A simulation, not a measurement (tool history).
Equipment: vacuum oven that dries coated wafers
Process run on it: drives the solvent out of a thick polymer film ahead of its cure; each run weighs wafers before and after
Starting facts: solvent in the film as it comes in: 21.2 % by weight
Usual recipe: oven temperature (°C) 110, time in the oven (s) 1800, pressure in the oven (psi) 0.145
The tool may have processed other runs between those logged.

run,hour,oven temperature (°C),time in the oven (s),pressure in the oven (psi),solvent left in the film (%)
1,0,110,1800,0.145,1.19
2,70.8,104,1800,0.145,1.81
3,131.8,104,1800,0.145,1.78
4,213.3,110,1800,0.145,1.2
5,282,110,1800,0.145,1.13
6,399,110,1800,0.145,1.1
7,480.5,110,1800,0.145,1.14
8,586.2,110,1800,0.145,1.2
# hour 614.4: vacuum gauge cleaned of residue and calibrated
9,705.1,110,1680,0.145,1.42
# hour 798.5: oven's thermocouples calibrated
10,798.5,116,1680,0.145,0.85
# hour 855.6: vacuum gauge cleaned of residue and calibrated, once more
11,896,110,1800,0.136,1.01
12,946.6,110,1800,0.136,1.01
13,1023.2,103,1800,0.145,1.85
14,1072.1,110,1800,0.145,1.03
15,1157.1,110,1800,0.145,1.04
16,1274.8,110,1800,0.145,1.07
17,1365.6,110,1800,0.145,1.07
18,1451.2,110,1800,0.145,1.06
19,1526.6,110,900,0.145,3.69
20,1596.7,110,1800,0.145,1.08
21,1649.3,110,1800,0.145,1.12
22,1712.1,110,1800,0.145,1.15
23,1773.8,110,1800,0.145,1.14
24,1861.6,110,2820,0.164,0.67
25,1919.8,110,2640,0.453,1.58
26,2029.6,110,1080,0.531,3.89
27,2098.2,110,2640,0.161,0.7
28,2168.3,105,1320,0.145,2.81
29,2267.8,125,1800,0.115,0.35
30,2331.5,120,1560,0.077,0.52
31,2424,111,1860,0.175,1.09
32,2516.7,111,3000,0.18,0.65
33,2584.3,110,2820,0.438,1.53
34,2674.5,110,2820,0.438,1.54
35,2724.2,109,2820,0.1,0.53
36,2827.7,112,2100,0.1,0.67
37,2926.5,121,2640,0.119,0.34
38,2977.4,110,2760,0.091,0.49
39,3097.2,107,1320,0.292,3.07
40,3185.5,110,1320,0.442,2.99
41,3241,110,2400,0.178,0.9
42,3334.1,106,2700,0.178,1.03
# hour 3371.3: vacuum gauge cleaned of residue and calibrated
# hour 3386: oven's thermocouples calibrated
43,3416.4,106,2400,0.178,0.91
44,3490.4,119,1320,0.16,0.92
45,3559.1,124,2040,0.16,0.29

The same runs without the tool's hidden state, with the same run-to-run variation:
Unlogged tool condition in this case: true wafer temperature over the reading, C; true pressure over the reading, kPa; drift of the gauge itself on solvent_pct, %.
run,solvent left in the film (%)
1,1.03
2,1.59
3,1.55
4,1.03
5,0.95
6,0.91
7,0.94
8,0.99
9,1.13
10,0.66
11,0.95
12,0.94
13,1.73
14,0.95
15,0.96
16,0.98
17,0.96
18,0.95
19,3.46
20,0.96
21,0.99
22,1.02
23,1
24,0.58
25,1.45
26,3.6
27,0.6
28,2.51
29,0.28
30,0.41
31,0.91
32,0.53
33,1.36
34,1.37
35,0.39
36,0.51
37,0.25
38,0.35
39,2.67
40,2.61
41,0.71
42,0.8
43,0.89
44,0.89
45,0.28
